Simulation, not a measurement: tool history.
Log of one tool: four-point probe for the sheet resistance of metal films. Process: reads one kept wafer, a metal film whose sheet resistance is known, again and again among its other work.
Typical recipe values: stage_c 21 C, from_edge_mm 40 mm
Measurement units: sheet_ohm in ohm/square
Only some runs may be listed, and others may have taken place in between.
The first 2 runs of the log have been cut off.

Run 3, hour 90.3: usual settings but from_edge_mm 20 mm. Result: sheet_ohm 0.091680 ohm/square.
Run 4, hour 138.0: usual settings. Result: sheet_ohm 0.091488 ohm/square.
Run 5, hour 182.5: usual settings. Result: sheet_ohm 0.091523 ohm/square.
Run 6, hour 210.5: usual settings. Result: sheet_ohm 0.091496 ohm/square.
Run 7, hour 236.1: usual settings. Result: sheet_ohm 0.091484 ohm/square.
Run 8, hour 263.0: usual settings. Result: sheet_ohm 0.091491 ohm/square.
Run 9, hour 296.8: usual settings. Result: sheet_ohm 0.091475 ohm/square.
Run 10, hour 336.1: usual settings. Result: sheet_ohm 0.091445 ohm/square.
Run 11, hour 373.7: usual settings but from_edge_mm 12 mm. Result: sheet_ohm 0.091955 ohm/square.
Run 12, hour 399.9: usual settings. Result: sheet_ohm 0.091423 ohm/square.
Run 13, hour 437.9: usual settings. Result: sheet_ohm 0.091420 ohm/square.
Run 14, hour 469.9: usual settings. Result: sheet_ohm 0.091382 ohm/square.
Run 15, hour 495.5: usual settings but from_edge_mm 5 mm. Result: sheet_ohm 0.094424 ohm/square.
Run 16, hour 518.4: usual settings. Result: sheet_ohm 0.091392 ohm/square.
Run 17, hour 561.6: usual settings. Result: sheet_ohm 0.091357 ohm/square.
Run 18, hour 588.2: usual settings. Result: sheet_ohm 0.091391 ohm/square.
Run 19, hour 620.4: usual settings but from_edge_mm 12 mm. Result: sheet_ohm 0.091843 ohm/square.
Run 20, hour 645.4: usual settings but from_edge_mm 12 mm. Result: sheet_ohm 0.091824 ohm/square.
Run 21, hour 686.1: usual settings but from_edge_mm 42 mm. Result: sheet_ohm 0.091343 ohm/square.
Run 22, hour 735.2: usual settings but from_edge_mm 42 mm. Result: sheet_ohm 0.091313 ohm/square.
Run 23, hour 770.7: usual settings but stage_c 18 C, from_edge_mm 5 mm. Result: sheet_ohm 0.094378 ohm/square.

The next listed run, before its measurement:
Run 24, hour 813.7: usual settings but stage_c 34 C, from_edge_mm 6 mm. Result: sheet_ohm ?.

sheet_ohm: 0.093057 ohm/square
Minus the tool's unlogged condition, the same run would have read sheet_ohm 0.093470 ohm/square.

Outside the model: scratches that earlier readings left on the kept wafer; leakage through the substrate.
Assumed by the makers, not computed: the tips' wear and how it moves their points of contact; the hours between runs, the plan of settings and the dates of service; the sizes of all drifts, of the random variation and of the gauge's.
